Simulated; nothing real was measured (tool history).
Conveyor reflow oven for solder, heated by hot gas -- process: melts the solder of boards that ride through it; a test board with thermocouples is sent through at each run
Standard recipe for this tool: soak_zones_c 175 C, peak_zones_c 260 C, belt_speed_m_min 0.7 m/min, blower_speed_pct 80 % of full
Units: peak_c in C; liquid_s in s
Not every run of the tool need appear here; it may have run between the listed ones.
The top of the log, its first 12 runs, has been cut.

run	hour	soak_zones_c	peak_zones_c	belt_speed_m_min	blower_speed_pct	peak_c	liquid_s
13	216.6	175	260	0.7	80	251.2	52.8
14	243.2	175	260	0.7	80	251.6	52.7
# hour 260.7: thermocouples of zones 6 and 7 changed
15	266.5	175	260	0.7	80	250.7	52.2
16	280.3	175	260	0.7	80	250.6	52.7
17	301.5	175	270	0.701	89	261.9	58.1
18	326.4	175	270	0.701	89	261.2	58.7
19	339.9	175	260	0.7	61	246.3	48.5
20	355.8	186	265	0.576	83	260.5	75.7
21	381.2	173	261	0.595	83	255.2	65.5
22	409.6	169	249	0.812	52	228	19.5
23	422.2	175	254	0.7	79	244.6	48.4
24	448.7	172	260	0.72	80	249.3	48.6
25	466.2	175	251	0.7	80	241.9	46.9
26	483	175	251	0.7	80	242.3	46.1
27	500.3	188	264	0.7	80	256	59.4
28	528.4	173	260	0.709	80	249.3	49.8
29	557.8	173	269	0.709	73	255.6	52.8
30	586.4	173	264	0.709	73	251.2	51.1

Predict each of these 3 candidate next runs independently; none follows another, all start after run 30:
A	608.2	175	271	0.7	80	?	?
B	608.2	173	264	0.709	82	?	?
C	608.2	172	260	0.593	57	?	?

run	peak_c	liquid_s
A	260.1	57.2
B	253.2	52.3
C	248.7	58.5
Without the tool's unlogged condition, the same runs would have read:
run	peak_c	liquid_s
A	261.6	57.9
B	254.7	53.4
C	249.5	59.4
